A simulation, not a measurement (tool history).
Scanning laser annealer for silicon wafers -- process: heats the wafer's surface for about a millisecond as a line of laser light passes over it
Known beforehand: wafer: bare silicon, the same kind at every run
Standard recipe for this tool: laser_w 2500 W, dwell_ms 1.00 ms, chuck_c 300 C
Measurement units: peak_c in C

run,hour,laser_w,dwell_ms,chuck_c,peak_c
1,0.0,2500,1.00,300,1033
2,27.0,2500,1.00,265,998
3,63.1,2500,0.87,300,988
4,81.0,2668,1.00,300,1089
5,107.5,2668,1.00,300,1088
6,123.7,2668,1.00,300,1086
7,141.9,2668,1.00,300,1086
8,174.0,2668,1.00,300,1087
9,192.3,2668,1.00,334,1121
10,226.2,2668,1.00,334,1115
11,255.6,2668,1.00,334,1115
12,279.5,2668,1.00,334,1113
13,297.6,2668,1.00,334,1112
# hour 302.8: window over the wafer cleaned
14,335.6,2668,1.00,334,1092
15,354.1,2500,1.00,282,981
16,379.3,2500,1.00,282,979
17,403.4,2500,1.00,282,980
18,424.7,2500,1.00,282,976
19,447.5,2273,1.00,282,896
20,472.2,2273,1.00,282,893
# hour 505.1: window over the wafer cleaned, once more
21,508.5,2273,1.00,282,947
# hour 542.1: optics aligned, line set to its width
22,547.3,2592,0.91,307,1068
23,573.8,2592,0.76,307,1008
24,605.8,2133,0.77,322,873
25,634.2,2133,0.77,322,871
26,666.1,2133,0.77,322,872
27,685.7,2500,1.01,261,1017
28,709.6,2500,1.01,261,1011
29,732.4,2583,1.04,300,1092
30,752.2,2428,0.86,275,950
31,778.1,2150,1.25,319,997
32,797.0,2500,0.82,300,981
33,814.4,2403,0.82,300,946
34,845.5,2500,0.98,300,1033
35,871.0,2190,0.74,268,820
36,888.6,2190,0.74,268,818
37,911.6,2190,0.74,268,818
38,942.4,2190,0.74,268,820
39,977.4,2190,0.74,268,814
40,996.8,2190,0.74,268,814
41,1015.8,2630,0.74,308,994
42,1051.7,2213,0.74,308,856

How would selected steps in peak_c from run to run divide? Give the signed amount a tool lacking its hidden state would still show from settings, what came in and random variation, and the signed amount left for the hidden state, including any gauge scatter that is not in both of the compared results.
What the log doesn't record here: light that passes the window, % of a clean one's; laser's true power over the reading, %; width of the line over the set one, %; drift of the gauge itself on peak_c, C.
Run 3 -> 4: laser_w 2500 -> 2668, dwell_ms 0.87 -> 1.00. peak_c +101 C: hidden state -6, all else +107.
Run 13 -> 14: window over the wafer cleaned. peak_c -20 C: hidden state -20, all else +0.
Run 20 -> 21: window over the wafer cleaned, once more. peak_c +54 C: hidden state +52, all else +2.
Run 26 -> 27: laser_w 2133 -> 2500, dwell_ms 0.77 -> 1.01, chuck_c 322 -> 261. peak_c +145 C: hidden state -4, all else +149.
Run 34 -> 35: laser_w 2500 -> 2190, dwell_ms 0.98 -> 0.74, chuck_c 300 -> 268. peak_c -213 C: hidden state +4, all else -217.
Run 40 -> 41: laser_w 2190 -> 2630, chuck_c 268 -> 308. peak_c +180 C: hidden state -6, all else +186.
